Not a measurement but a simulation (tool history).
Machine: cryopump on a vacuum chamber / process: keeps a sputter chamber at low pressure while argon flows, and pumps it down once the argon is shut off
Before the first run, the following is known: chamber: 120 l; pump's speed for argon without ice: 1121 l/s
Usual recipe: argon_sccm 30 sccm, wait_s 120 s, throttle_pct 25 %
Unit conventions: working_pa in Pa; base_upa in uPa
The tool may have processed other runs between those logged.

{"run": 1, "hour": 0.0, "argon_sccm": 30, "wait_s": 120, "throttle_pct": 25, "working_pa": 0.1809, "base_upa": 1.82}
{"run": 2, "hour": 18.4, "argon_sccm": 30, "wait_s": 30, "throttle_pct": 25, "working_pa": 0.182, "base_upa": 2.59}
{"run": 3, "hour": 35.8, "argon_sccm": 30, "wait_s": 76, "throttle_pct": 25, "working_pa": 0.1819, "base_upa": 2.0}
{"run": 4, "hour": 55.1, "argon_sccm": 30, "wait_s": 76, "throttle_pct": 25, "working_pa": 0.181, "base_upa": 2.06}
{"run": 5, "hour": 87.9, "argon_sccm": 30, "wait_s": 76, "throttle_pct": 25, "working_pa": 0.1826, "base_upa": 2.11}
{"run": 6, "hour": 106.8, "argon_sccm": 30, "wait_s": 76, "throttle_pct": 25, "working_pa": 0.1816, "base_upa": 2.11}
{"run": 7, "hour": 140.8, "argon_sccm": 30, "wait_s": 76, "throttle_pct": 25, "working_pa": 0.1823, "base_upa": 2.14}
{"run": 8, "hour": 158.8, "argon_sccm": 30, "wait_s": 76, "throttle_pct": 25, "working_pa": 0.1826, "base_upa": 2.17}
{"run": 9, "hour": 177.8, "argon_sccm": 30, "wait_s": 76, "throttle_pct": 25, "working_pa": 0.1822, "base_upa": 2.15}
{"run": 10, "hour": 196.3, "argon_sccm": 30, "wait_s": 76, "throttle_pct": 25, "working_pa": 0.1817, "base_upa": 2.17}
{"run": 11, "hour": 220.9, "argon_sccm": 52, "wait_s": 120, "throttle_pct": 25, "working_pa": 0.3158, "base_upa": 2.18}
{"run": 12, "hour": 250.6, "argon_sccm": 30, "wait_s": 120, "throttle_pct": 35, "working_pa": 0.1305, "base_upa": 2.17}
{"run": 13, "hour": 279.7, "argon_sccm": 30, "wait_s": 103, "throttle_pct": 35, "working_pa": 0.1311, "base_upa": 2.19}
{"run": 14, "hour": 304.2, "argon_sccm": 30, "wait_s": 120, "throttle_pct": 16, "working_pa": 0.2832, "base_upa": 2.26}
{"run": 15, "hour": 324.3, "argon_sccm": 56, "wait_s": 120, "throttle_pct": 25, "working_pa": 0.3422, "base_upa": 2.31}
{"run": 16, "hour": 340.3, "argon_sccm": 56, "wait_s": 120, "throttle_pct": 25, "working_pa": 0.3406, "base_upa": 2.3}
{"run": 17, "hour": 363.1, "argon_sccm": 56, "wait_s": 120, "throttle_pct": 25, "working_pa": 0.3424, "base_upa": 2.26}
{"run": 18, "hour": 386.3, "argon_sccm": 18, "wait_s": 120, "throttle_pct": 21, "working_pa": 0.131, "base_upa": 2.34}
{"run": 19, "hour": 407.4, "argon_sccm": 18, "wait_s": 120, "throttle_pct": 21, "working_pa": 0.1299, "base_upa": 2.45}
{"run": 20, "hour": 435.8, "argon_sccm": 30, "wait_s": 146, "throttle_pct": 48, "working_pa": 0.0963, "base_upa": 2.38}
{"run": 21, "hour": 465.0, "argon_sccm": 30, "wait_s": 146, "throttle_pct": 48, "working_pa": 0.0967, "base_upa": 2.45}
{"run": 22, "hour": 498.1, "argon_sccm": 41, "wait_s": 146, "throttle_pct": 42, "working_pa": 0.1519, "base_upa": 2.47}
{"run": 23, "hour": 514.5, "argon_sccm": 41, "wait_s": 146, "throttle_pct": 42, "working_pa": 0.1509, "base_upa": 2.54}
{"run": 24, "hour": 538.8, "argon_sccm": 41, "wait_s": 146, "throttle_pct": 42, "working_pa": 0.1529, "base_upa": 2.59}
{"run": 25, "hour": 555.1, "argon_sccm": 41, "wait_s": 146, "throttle_pct": 42, "working_pa": 0.1517, "base_upa": 2.56}
{"run": 26, "hour": 585.7, "argon_sccm": 28, "wait_s": 144, "throttle_pct": 41, "working_pa": 0.1064, "base_upa": 2.57}
{"run": 27, "hour": 618.3, "argon_sccm": 18, "wait_s": 26, "throttle_pct": 25, "working_pa": 0.1105, "base_upa": 3.72}
{"run": 28, "hour": 652.5, "argon_sccm": 35, "wait_s": 61, "throttle_pct": 51, "working_pa": 0.1071, "base_upa": 3.08}
{"run": 29, "hour": 687.3, "argon_sccm": 16, "wait_s": 120, "throttle_pct": 33, "working_pa": 0.0752, "base_upa": 2.82}
{"run": 30, "hour": 718.9, "argon_sccm": 16, "wait_s": 120, "throttle_pct": 33, "working_pa": 0.0758, "base_upa": 2.89}
{"run": 31, "hour": 735.5, "argon_sccm": 16, "wait_s": 120, "throttle_pct": 33, "working_pa": 0.0743, "base_upa": 2.86}
{"run": 32, "hour": 768.1, "argon_sccm": 52, "wait_s": 27, "throttle_pct": 33, "working_pa": 0.2443, "base_upa": 3.85}
{"run": 33, "hour": 789.7, "argon_sccm": 52, "wait_s": 27, "throttle_pct": 33, "working_pa": 0.2423, "base_upa": 3.76}
{"run": 34, "hour": 808.0, "argon_sccm": 56, "wait_s": 97, "throttle_pct": 21, "working_pa": 0.4111, "base_upa": 3.02}

Predict each of these 3 candidate next runs independently; none follows another, all start after run 34:
{"run": "A", "hour": 839.0, "argon_sccm": 15, "wait_s": 97, "throttle_pct": 52, "working_pa": "?", "base_upa": "?"}
{"run": "B", "hour": 839.0, "argon_sccm": 56, "wait_s": 58, "throttle_pct": 21, "working_pa": "?", "base_upa": "?"}
{"run": "C", "hour": 839.0, "argon_sccm": 40, "wait_s": 225, "throttle_pct": 34, "working_pa": "?", "base_upa": "?"}

run=A working_pa=0.0453 base_upa=3.19
run=B working_pa=0.4094 base_upa=3.32
run=C working_pa=0.1841 base_upa=2.96
Had the tool no hidden state, the same runs would have come out as:
run=A working_pa=0.0430 base_upa=0.61
run=B working_pa=0.4006 base_upa=0.79
run=C working_pa=0.1778 base_upa=0.43
